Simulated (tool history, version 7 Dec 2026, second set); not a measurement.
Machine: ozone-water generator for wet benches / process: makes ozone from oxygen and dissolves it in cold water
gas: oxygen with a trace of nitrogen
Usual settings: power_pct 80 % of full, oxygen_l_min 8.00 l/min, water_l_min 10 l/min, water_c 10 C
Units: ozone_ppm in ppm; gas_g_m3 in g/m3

run    hour  power_pct  oxygen_l_min  water_l_min  water_c  ozone_ppm  gas_g_m3
  1     0.0         80          8.00           10       10       33.2     172.2
  2   177.1         80          8.00           10       10       33.6     169.4
  3   344.3         80          8.00           10       10       33.6     170.2
  4   581.1         80          8.00           10       10       33.4     170.9
  5   787.9         80          8.00           10       10       33.7     170.4
  6  1007.5         80          8.00           10       10       33.7     170.1
  7  1222.3         80          8.00            6       10       43.7     169.8
  8  1394.8         80          8.00            6       10       43.7     171.1
  9  1594.6         80          8.00            6       10       43.6     171.2
 10  1802.4         80          8.00           10        7       36.1     172.0
 11  1899.5         80          8.00           10        7       35.6     169.5
 12  2069.1         80          8.00           10        7       35.3     168.6
 13  2174.9         95         11.99            7        8       44.1     161.0
 14  2329.6         81         11.23           14        5       29.5     146.1
 15  2513.3         81         11.23           14        5       29.2     148.1

What does the tool deliver on the next run?
 16  2722.9         80          7.34            7       10          ?         ?

{"run 16": {"ozone_ppm": 40.7, "gas_g_m3": 178.5}}
If the tool had no hidden condition, the same run with the same run-to-run variation would have returned ozone_ppm 40.7 ppm, gas_g_m3 178.6 g/m3.
